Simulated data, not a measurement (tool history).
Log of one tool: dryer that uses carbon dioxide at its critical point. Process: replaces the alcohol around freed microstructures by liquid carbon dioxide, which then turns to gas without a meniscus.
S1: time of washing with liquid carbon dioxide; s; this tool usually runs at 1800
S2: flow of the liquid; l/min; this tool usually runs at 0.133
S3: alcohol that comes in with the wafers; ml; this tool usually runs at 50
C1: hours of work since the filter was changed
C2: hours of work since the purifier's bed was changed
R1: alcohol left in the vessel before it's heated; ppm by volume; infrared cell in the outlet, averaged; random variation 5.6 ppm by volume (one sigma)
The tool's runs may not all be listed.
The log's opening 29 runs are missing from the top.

run	hour	S1	S2	S3	C1	C2	R1
30	369.6	1800	0.133	29	269	34	156
31	379.9	1200	0.166	94	276	41	1360
32	389.6	1800	0.147	50	283	48	153
33	403.6	1800	0.147	50	293	57	160
# hour 415.3: inlet filter changed
34	417.1	1800	0.147	50	1	66	94
35	426.6	1800	0.147	50	8	73	110
36	435.1	1260	0.083	20	14	79	2540
37	450.8	1380	0.144	103	25	89	1103
38	464.4	1800	0.187	44	34	99	35
39	481.9	1800	0.187	44	46	111	33
40	499.3	1800	0.187	44	58	123	46
41	516.6	1800	0.187	44	70	135	45
42	533.5	1800	0.16	24	82	147	57
43	546.7	2880	0.223	49	91	156	26
44	556	1800	0.133	32	97	162	160

Below are 5 alternative next runs, each starting from the tool's condition after run 44. Predict each:
A	567.9	1800	0.098	23	106	170	?
B	567.9	1140	0.091	30	106	170	?
C	567.9	1260	0.153	32	106	170	?
D	567.9	2880	0.095	63	106	170	?
E	567.9	1800	0.133	26	106	170	?

run	R1
A	501
B	4084
C	471
D	129
E	148
Stripped of hidden state, with their random variation kept, the same runs would have yielded:
run	R1
A	412
B	3748
C	381
D	79
E	98
